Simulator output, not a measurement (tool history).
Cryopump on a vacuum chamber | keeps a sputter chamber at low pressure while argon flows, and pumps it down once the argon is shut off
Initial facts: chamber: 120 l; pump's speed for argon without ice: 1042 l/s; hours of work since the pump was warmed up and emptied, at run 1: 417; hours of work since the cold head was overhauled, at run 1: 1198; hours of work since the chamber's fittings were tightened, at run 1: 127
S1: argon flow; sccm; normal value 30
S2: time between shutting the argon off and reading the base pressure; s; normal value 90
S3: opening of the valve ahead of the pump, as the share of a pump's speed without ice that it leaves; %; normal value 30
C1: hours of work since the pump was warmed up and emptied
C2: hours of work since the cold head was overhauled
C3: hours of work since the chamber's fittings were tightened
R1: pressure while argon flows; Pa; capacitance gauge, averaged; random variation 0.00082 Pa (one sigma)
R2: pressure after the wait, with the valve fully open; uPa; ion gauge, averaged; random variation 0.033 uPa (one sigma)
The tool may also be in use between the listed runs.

{"run": 1, "hour": 0.0, "S1": 30, "S2": 90, "S3": 30, "C1": 417, "C2": 1198, "C3": 127, "R1": 0.1692, "R2": 1.97}
{"run": 2, "hour": 50.5, "S1": 30, "S2": 90, "S3": 30, "C1": 446, "C2": 1227, "C3": 156, "R1": 0.1703, "R2": 2.01}
{"run": 3, "hour": 118.7, "S1": 30, "S2": 90, "S3": 30, "C1": 484, "C2": 1265, "C3": 194, "R1": 0.1703, "R2": 2.0}
{"run": 4, "hour": 180.0, "S1": 30, "S2": 90, "S3": 30, "C1": 519, "C2": 1300, "C3": 229, "R1": 0.1706, "R2": 1.95}
{"run": 5, "hour": 223.8, "S1": 30, "S2": 90, "S3": 30, "C1": 544, "C2": 1325, "C3": 254, "R1": 0.1719, "R2": 2.04}
{"run": 6, "hour": 318.9, "S1": 30, "S2": 90, "S3": 30, "C1": 598, "C2": 1379, "C3": 308, "R1": 0.1728, "R2": 2.08}
{"run": 7, "hour": 411.7, "S1": 30, "S2": 90, "S3": 30, "C1": 650, "C2": 1431, "C3": 361, "R1": 0.1735, "R2": 2.15}
{"run": 8, "hour": 502.2, "S1": 30, "S2": 90, "S3": 30, "C1": 702, "C2": 1483, "C3": 412, "R1": 0.1745, "R2": 2.17}
{"run": 9, "hour": 571.2, "S1": 30, "S2": 90, "S3": 30, "C1": 741, "C2": 1522, "C3": 451, "R1": 0.1741, "R2": 2.26}
{"hour": 616.9, "done": "pump warmed up, emptied and cooled again"}
{"run": 10, "hour": 636.2, "S1": 30, "S2": 90, "S3": 30, "C1": 11, "C2": 1556, "C3": 485, "R1": 0.1628, "R2": 2.12}
{"run": 11, "hour": 714.9, "S1": 30, "S2": 90, "S3": 30, "C1": 56, "C2": 1600, "C3": 529, "R1": 0.1642, "R2": 2.14}
{"run": 12, "hour": 814.5, "S1": 30, "S2": 90, "S3": 30, "C1": 112, "C2": 1657, "C3": 586, "R1": 0.1659, "R2": 2.16}
{"run": 13, "hour": 889.5, "S1": 30, "S2": 90, "S3": 30, "C1": 154, "C2": 1699, "C3": 628, "R1": 0.1645, "R2": 2.24}
{"run": 14, "hour": 970.5, "S1": 30, "S2": 90, "S3": 30, "C1": 200, "C2": 1745, "C3": 674, "R1": 0.1662, "R2": 2.26}
{"run": 15, "hour": 1060.2, "S1": 30, "S2": 90, "S3": 30, "C1": 251, "C2": 1796, "C3": 725, "R1": 0.1664, "R2": 2.33}
{"run": 16, "hour": 1134.9, "S1": 16, "S2": 24, "S3": 39, "C1": 293, "C2": 1838, "C3": 767, "R1": 0.0691, "R2": 6.53}
{"run": 17, "hour": 1201.2, "S1": 59, "S2": 41, "S3": 30, "C1": 331, "C2": 1876, "C3": 805, "R1": 0.3303, "R2": 4.33}
{"run": 18, "hour": 1295.2, "S1": 30, "S2": 90, "S3": 42, "C1": 384, "C2": 1929, "C3": 858, "R1": 0.1222, "R2": 2.49}
{"run": 19, "hour": 1351.4, "S1": 30, "S2": 90, "S3": 42, "C1": 416, "C2": 1961, "C3": 890, "R1": 0.1232, "R2": 2.54}
{"run": 20, "hour": 1439.5, "S1": 30, "S2": 140, "S3": 30, "C1": 466, "C2": 2011, "C3": 940, "R1": 0.1718, "R2": 2.01}
{"run": 21, "hour": 1502.2, "S1": 30, "S2": 140, "S3": 30, "C1": 502, "C2": 2046, "C3": 976, "R1": 0.1699, "R2": 2.04}
{"run": 22, "hour": 1556.8, "S1": 49, "S2": 152, "S3": 33, "C1": 533, "C2": 2077, "C3": 1006, "R1": 0.2572, "R2": 2.03}
{"hour": 1577.6, "done": "leaking fittings of the chamber tightened, without venting"}
{"run": 23, "hour": 1656.4, "S1": 23, "S2": 110, "S3": 30, "C1": 588, "C2": 2133, "C3": 45, "R1": 0.1322, "R2": 1.62}
{"run": 24, "hour": 1744.8, "S1": 30, "S2": 28, "S3": 30, "C1": 638, "C2": 2183, "C3": 95, "R1": 0.1746, "R2": 5.3}
{"run": 25, "hour": 1813.1, "S1": 30, "S2": 28, "S3": 30, "C1": 677, "C2": 2221, "C3": 133, "R1": 0.1749, "R2": 5.36}
{"run": 26, "hour": 1900.6, "S1": 30, "S2": 28, "S3": 30, "C1": 726, "C2": 2271, "C3": 183, "R1": 0.1768, "R2": 5.4}
{"hour": 1966.6, "done": "pump warmed up, emptied and cooled again"}
{"run": 27, "hour": 1966.6, "S1": 15, "S2": 50, "S3": 55, "C1": 0, "C2": 2306, "C3": 218, "R1": 0.0452, "R2": 3.13}
{"run": 28, "hour": 2038.8, "S1": 16, "S2": 20, "S3": 20, "C1": 41, "C2": 2346, "C3": 259, "R1": 0.132, "R2": 7.2}
{"run": 29, "hour": 2134.5, "S1": 34, "S2": 35, "S3": 17, "C1": 95, "C2": 2401, "C3": 313, "R1": 0.3285, "R2": 4.37}

Table of differences, measured result less the result of that run with no hidden state. Run-to-run variation is the same in both. Gauge scatter possibly is not:
The hidden state here: pump's speed, % of a pump's without ice; cold plate's temperature, K; leak into the chamber, uPa l/s; drift of the gauge itself on working_pa, %; drift of the gauge itself on base_upa, %.
run=1 R1=+0.0068 R2=+0.16
run=2 R1=+0.0073 R2=+0.18
run=3 R1=+0.0081 R2=+0.21
run=4 R1=+0.0085 R2=+0.23
run=5 R1=+0.0090 R2=+0.26
run=6 R1=+0.0101 R2=+0.31
run=7 R1=+0.0111 R2=+0.36
run=8 R1=+0.0122 R2=+0.41
run=9 R1=+0.0130 R2=+0.46
run=10 R1=+0.0009 R2=+0.34
run=11 R1=+0.0015 R2=+0.36
run=12 R1=+0.0024 R2=+0.40
run=13 R1=+0.0032 R2=+0.45
run=14 R1=+0.0039 R2=+0.48
run=15 R1=+0.0046 R2=+0.53
run=16 R1=+0.0029 R2=+0.58
run=17 R1=+0.0119 R2=+0.63
run=18 R1=+0.0070 R2=+0.66
run=19 R1=+0.0075 R2=+0.69
run=20 R1=+0.0084 R2=+0.75
run=21 R1=+0.0090 R2=+0.78
run=22 R1=+0.0158 R2=+0.81
run=23 R1=+0.0083 R2=+0.13
run=24 R1=+0.0118 R2=+0.17
run=25 R1=+0.0127 R2=+0.20
run=26 R1=+0.0137 R2=+0.25
run=27 R1=+0.0004 R2=+0.16
run=28 R1=+0.0007 R2=+0.18
run=29 R1=+0.0024 R2=+0.23
